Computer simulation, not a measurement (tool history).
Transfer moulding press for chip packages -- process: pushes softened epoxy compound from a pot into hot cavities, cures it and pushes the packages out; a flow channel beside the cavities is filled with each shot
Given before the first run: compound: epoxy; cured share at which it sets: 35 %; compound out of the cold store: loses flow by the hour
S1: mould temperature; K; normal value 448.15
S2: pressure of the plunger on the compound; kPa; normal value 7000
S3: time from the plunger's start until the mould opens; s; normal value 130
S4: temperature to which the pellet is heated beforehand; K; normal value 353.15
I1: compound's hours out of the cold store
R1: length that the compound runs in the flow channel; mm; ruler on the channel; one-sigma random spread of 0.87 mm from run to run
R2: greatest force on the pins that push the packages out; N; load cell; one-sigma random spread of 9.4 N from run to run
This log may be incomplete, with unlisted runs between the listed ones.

{"run": 1, "hour": 0.0, "S1": 448.15, "S2": 7000, "S3": 130, "S4": 353.15, "I1": 25.6, "R1": 552.9, "R2": 428}
{"hour": 14.2, "done": "cavities cleaned with cleaning compound and waxed"}
{"run": 2, "hour": 18.2, "S1": 448.15, "S2": 7000, "S3": 130, "S4": 353.15, "I1": 40.4, "R1": 512.1, "R2": 428}
{"run": 3, "hour": 35.2, "S1": 448.15, "S2": 7000, "S3": 130, "S4": 361.15, "I1": 19.2, "R1": 569.8, "R2": 415}
{"run": 4, "hour": 65.4, "S1": 448.15, "S2": 7000, "S3": 130, "S4": 361.15, "I1": 43.4, "R1": 503.9, "R2": 417}
{"hour": 76.1, "done": "cavities cleaned with cleaning compound and waxed"}
{"run": 5, "hour": 96.7, "S1": 448.15, "S2": 7000, "S3": 130, "S4": 353.15, "I1": 25.7, "R1": 553.5, "R2": 433}
{"run": 6, "hour": 126.8, "S1": 448.15, "S2": 7000, "S3": 130, "S4": 353.15, "I1": 18.9, "R1": 571.1, "R2": 424}
{"hour": 137.2, "done": "cavities cleaned with cleaning compound and waxed"}
{"run": 7, "hour": 146.1, "S1": 448.15, "S2": 7000, "S3": 130, "S4": 353.15, "I1": 32.9, "R1": 533.1, "R2": 424}
{"run": 8, "hour": 161.5, "S1": 448.15, "S2": 7000, "S3": 130, "S4": 353.15, "I1": 17.7, "R1": 574.7, "R2": 432}
{"run": 9, "hour": 181.7, "S1": 448.15, "S2": 7000, "S3": 130, "S4": 353.15, "I1": 28.0, "R1": 547.3, "R2": 407}
{"hour": 198.5, "done": "cavities cleaned with cleaning compound and waxed"}
{"run": 10, "hour": 218.8, "S1": 448.15, "S2": 7000, "S3": 130, "S4": 353.15, "I1": 31.9, "R1": 534.4, "R2": 419}
{"run": 11, "hour": 243.5, "S1": 448.15, "S2": 7000, "S3": 130, "S4": 353.15, "I1": 15.7, "R1": 580.4, "R2": 429}
{"hour": 261.0, "done": "cavities cleaned with cleaning compound and waxed"}
{"run": 12, "hour": 279.1, "S1": 448.15, "S2": 8660, "S3": 130, "S4": 353.15, "I1": 10.4, "R1": 665.0, "R2": 427}
{"run": 13, "hour": 305.2, "S1": 448.15, "S2": 7000, "S3": 130, "S4": 353.15, "I1": 29.1, "R1": 543.2, "R2": 409}
{"hour": 314.3, "done": "plunger's sealing rings changed"}
{"hour": 325.0, "done": "cavities cleaned with cleaning compound and waxed"}
{"run": 14, "hour": 331.3, "S1": 448.15, "S2": 7000, "S3": 130, "S4": 353.15, "I1": 20.5, "R1": 567.8, "R2": 408}
{"run": 15, "hour": 367.5, "S1": 448.15, "S2": 7000, "S3": 130, "S4": 353.15, "I1": 46.2, "R1": 500.2, "R2": 409}
{"hour": 386.6, "done": "cavities cleaned with cleaning compound and waxed"}
{"run": 16, "hour": 395.0, "S1": 448.15, "S2": 7000, "S3": 130, "S4": 353.15, "I1": 11.5, "R1": 594.4, "R2": 435}
{"run": 17, "hour": 426.2, "S1": 448.15, "S2": 7000, "S3": 130, "S4": 353.15, "I1": 25.4, "R1": 554.1, "R2": 414}
{"run": 18, "hour": 442.3, "S1": 448.15, "S2": 7000, "S3": 130, "S4": 353.15, "I1": 14.5, "R1": 585.4, "R2": 420}
{"hour": 449.5, "done": "cavities cleaned with cleaning compound and waxed"}
{"run": 19, "hour": 463.3, "S1": 448.15, "S2": 7000, "S3": 130, "S4": 353.15, "I1": 32.4, "R1": 533.7, "R2": 427}
{"run": 20, "hour": 481.0, "S1": 448.15, "S2": 5420, "S3": 130, "S4": 353.15, "I1": 31.9, "R1": 470.8, "R2": 439}
{"hour": 495.3, "done": "mould's thermocouples calibrated"}
{"run": 21, "hour": 502.3, "S1": 448.15, "S2": 5420, "S3": 130, "S4": 353.15, "I1": 15.7, "R1": 510.4, "R2": 439}
{"hour": 513.8, "done": "cavities cleaned with cleaning compound and waxed"}
{"run": 22, "hour": 519.4, "S1": 450.15, "S2": 5420, "S3": 117, "S4": 361.15, "I1": 35.6, "R1": 456.5, "R2": 424}
{"run": 23, "hour": 538.9, "S1": 450.15, "S2": 5420, "S3": 117, "S4": 361.15, "I1": 38.1, "R1": 450.6, "R2": 437}
{"run": 24, "hour": 565.0, "S1": 448.15, "S2": 6960, "S3": 130, "S4": 353.15, "I1": 14.5, "R1": 583.4, "R2": 438}
{"hour": 576.4, "done": "cavities cleaned with cleaning compound and waxed"}
{"run": 25, "hour": 586.0, "S1": 448.15, "S2": 6960, "S3": 130, "S4": 353.15, "I1": 19.0, "R1": 569.1, "R2": 427}
{"run": 26, "hour": 601.7, "S1": 448.15, "S2": 6960, "S3": 130, "S4": 353.15, "I1": 47.7, "R1": 494.0, "R2": 407}
{"run": 27, "hour": 627.0, "S1": 448.15, "S2": 8690, "S3": 130, "S4": 346.15, "I1": 37.4, "R1": 582.5, "R2": 406}
{"hour": 638.5, "done": "cavities cleaned with cleaning compound and waxed"}
{"run": 28, "hour": 657.2, "S1": 448.15, "S2": 8690, "S3": 130, "S4": 346.15, "I1": 36.9, "R1": 582.1, "R2": 422}
{"run": 29, "hour": 680.9, "S1": 444.15, "S2": 7380, "S3": 149, "S4": 349.15, "I1": 41.4, "R1": 535.5, "R2": 416}

What if the next run were any one of these 3? Each begins from the tool's condition after run 29:
{"hour": 699.6, "done": "cavities cleaned with cleaning compound and waxed"}
{"run": "A", "hour": 709.3, "S1": 452.15, "S2": 6380, "S3": 149, "S4": 349.15, "I1": 21.0, "R1": "?", "R2": "?"}
{"hour": 699.6, "done": "cavities cleaned with cleaning compound and waxed"}
{"run": "B", "hour": 709.3, "S1": 444.15, "S2": 7380, "S3": 153, "S4": 357.15, "I1": 37.5, "R1": "?", "R2": "?"}
{"hour": 699.6, "done": "cavities cleaned with cleaning compound and waxed"}
{"run": "C", "hour": 709.3, "S1": 448.15, "S2": 7640, "S3": 130, "S4": 353.15, "I1": 39.6, "R1": "?", "R2": "?"}

run=A R1=528.4 R2=379
run=B R1=544.5 R2=397
run=C R1=536.9 R2=409
Stripped of hidden state, with their random variation kept, the same runs would have yielded:
run=A R1=528.8 R2=377
run=B R1=545.0 R2=396
run=C R1=537.4 R2=407
